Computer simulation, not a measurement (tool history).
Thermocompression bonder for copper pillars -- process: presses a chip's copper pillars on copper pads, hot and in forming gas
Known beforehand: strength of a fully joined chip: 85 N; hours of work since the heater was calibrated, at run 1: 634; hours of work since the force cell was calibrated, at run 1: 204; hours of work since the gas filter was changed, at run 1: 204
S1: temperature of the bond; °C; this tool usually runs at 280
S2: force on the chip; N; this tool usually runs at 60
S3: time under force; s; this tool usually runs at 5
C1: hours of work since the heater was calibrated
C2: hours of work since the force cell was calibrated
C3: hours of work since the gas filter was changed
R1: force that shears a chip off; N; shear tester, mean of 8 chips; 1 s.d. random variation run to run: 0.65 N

run     day   S1  S2  S3    C1   C2   C3    R1
  1   0.000  280  60   5   634  204  204  52.7
  2   1.912  280  60   5   653  223  223  51.3
  3   4.046  280  60   5   674  244  244  51.2
  4   5.967  280  60   5   694  264  264  50.9
  5   7.821  301  60   5   712  283  283  63.0
  6   8.958  280  60   5   724  294  294  50.1
      9.292  -- forming gas filter changed
  7  10.212  304  60   5   736  306    9  67.1
  8  12.412  304  60   5   758  329   31  66.8
  9  13.433  276  60   5   769  339   42  49.2
 10  15.538  276  60   6   790  360   63  52.4
 11  17.229  280  60   3   807  377   80  43.6
 12  19.100  280  60   3   826  396   99  44.3
 13  20.754  287  60   5   843  413  116  56.7
 14  23.012  287  60   3   865  435  138  48.3
 15  25.004  310  60   3   885  455  158  62.1
 16  26.271  310  60   3   898  468  171  61.4
 17  27.354  310  60   3   909  479  182  58.9
 18  28.433  310  60   3   920  490  193  60.8
 19  30.158  310  60   3   937  507  210  60.1
 20  31.396  310  60   3   950  520  223  59.6
 21  33.279  287  50  12   969  539  242  63.1
 22  34.283  286  74   3   979  549  252  50.6
 23  36.379  280  60   7  1000  570  273  54.1
 24  37.975  272  60   6  1016  586  289  46.5
     38.650  -- forming gas filter changed
 25  39.825  270  43  10  1034  605   12  45.8
 26  41.625  253  60   4  1053  623   30  30.1
 27  43.188  280  50   5  1068  638   46  46.2
 28  44.175  280  50   5  1078  648   56  45.3
 29  45.600  280  50   5  1093  663   70  46.0
     46.408  -- heater calibrated with a thermocouple chip
 30  47.854  280  45   6    15  685   92  50.4
 31  48.825  264  47  15    24  694  102  54.3
 32  50.879  264  47   3    45  715  122  30.8
 33  53.146  275  60   5    68  738  145  50.3
     54.467  -- force cell calibrated
 34  55.129  275  60   5    87    7  165  51.5
 35  57.217  275  60   5   108   28  186  51.8
 36  58.571  275  60   5   122   41  199  50.5
 37  59.662  275  60   5   133   52  210  49.5
 38  61.104  275  60   5   147   67  225  49.6
 39  62.296  292  60  12   159   79  237  72.4

A few steps of R1 between consecutive runs. Split each: what settings, incoming material and random variation would produce without the hidden state, and what is left over for the hidden state, along with gauge scatter present in only one of the two compared results (measured, and without hidden state):
Hidden conditions of the tool in this case: true temperature of the bond over the reading, C; force that reaches the chip, % of what is set; oxide that the forming gas leaves, % of the face; drift of the gauge itself on shear_n, %.
Run 6 -> 7: S1 280 -> 304, forming gas filter changed. R1 +17.0 N: hidden state +3.1, all else +13.9.
Run 24 -> 25: S1 272 -> 270, S2 60 -> 43, S3 6 -> 10, forming gas filter changed. R1 -0.7 N: hidden state +1.9, all else -2.6.
Run 29 -> 30: S2 50 -> 45, S3 5 -> 6, heater calibrated with a thermocouple chip. R1 +4.4 N: hidden state +4.1, all else +0.3.
Run 31 -> 32: S3 15 -> 3. R1 -23.5 N: hidden state +0.5, all else -24.0.
Run 32 -> 33: S1 264 -> 275, S2 47 -> 60, S3 3 -> 5. R1 +19.5 N: hidden state -1.0, all else +20.5.
Run 38 -> 39: S1 275 -> 292, S3 5 -> 12. R1 +22.8 N: hidden state -0.5, all else +23.3.
